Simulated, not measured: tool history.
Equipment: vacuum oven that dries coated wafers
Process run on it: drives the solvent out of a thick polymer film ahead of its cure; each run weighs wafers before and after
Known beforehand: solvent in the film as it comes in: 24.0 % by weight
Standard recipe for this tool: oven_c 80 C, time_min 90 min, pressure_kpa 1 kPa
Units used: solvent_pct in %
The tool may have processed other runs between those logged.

Run 1, hour 0: usual settings. Result: solvent_pct 1.63 %.
Run 2, hour 22.7: usual settings but oven_c 90 C. Result: solvent_pct 0.45 %.
Run 3, hour 44.2: usual settings but oven_c 84 C. Result: solvent_pct 0.96 %.
Run 4, hour 65: usual settings but oven_c 84 C. Result: solvent_pct 0.95 %.
Run 5, hour 82.4: usual settings but oven_c 84 C. Result: solvent_pct 0.98 %.
Run 6, hour 93.5: usual settings but oven_c 84 C. Result: solvent_pct 0.92 %.
Run 7, hour 103.2: usual settings. Result: solvent_pct 1.6 %.
Run 8, hour 118.1: usual settings but time_min 99 min. Result: solvent_pct 1.25 %.
Run 9, hour 140.2: usual settings but time_min 99 min. Result: solvent_pct 1.27 %.
Run 10, hour 156.5: usual settings but oven_c 73 C. Result: solvent_pct 3.24 %.
Run 11, hour 169.8: usual settings but oven_c 81 C. Result: solvent_pct 1.32 %.
Run 12, hour 179.5: usual settings but oven_c 81 C. Result: solvent_pct 1.4 %.
Run 13, hour 202.1: usual settings but oven_c 81 C, time_min 58 min. Result: solvent_pct 3.27 %.
Run 14, hour 224.7: usual settings but oven_c 81 C, time_min 58 min. Result: solvent_pct 3.21 %.
Run 15, hour 247.2: usual settings but oven_c 81 C, time_min 58 min. Result: solvent_pct 3.18 %.
Run 16, hour 268.7: usual settings but oven_c 81 C, time_min 58 min. Result: solvent_pct 3.19 %.
Run 17, hour 284: usual settings. Result: solvent_pct 1.54 %.
At hour 287.3: oven's thermocouples calibrated.
Run 18, hour 306.2: usual settings. Result: solvent_pct 1.42 %.
At hour 329: oven's thermocouples calibrated, once more.
Run 19, hour 329.8: usual settings. Result: solvent_pct 1.69 %.
Run 20, hour 348.1: usual settings. Result: solvent_pct 1.69 %.
Run 21, hour 360: usual settings but oven_c 91 C. Result: solvent_pct 0.49 %.
Run 22, hour 371.6: usual settings but oven_c 91 C. Result: solvent_pct 0.4 %.
Run 23, hour 384.9: usual settings but oven_c 91 C. Result: solvent_pct 0.38 %.
Run 24, hour 404.1: usual settings but oven_c 91 C. Result: solvent_pct 0.41 %.
Run 25, hour 415.5: usual settings but oven_c 71 C, time_min 63 min. Result: solvent_pct 6.69 %.
Run 26, hour 433.3: usual settings but oven_c 71 C, time_min 63 min, pressure_kpa 3.06 kPa. Result: solvent_pct 7.42 %.

Expected results for the next run?
Run 27, hour 453.4: usual settings but oven_c 85 C, time_min 45 min, pressure_kpa 3.06 kPa. Result: solvent_pct ?.

{"run 27": {"solvent_pct": 4.16}}
On a tool with no hidden condition, and with the same random variation, this run would have come out at solvent_pct 4.16 %.
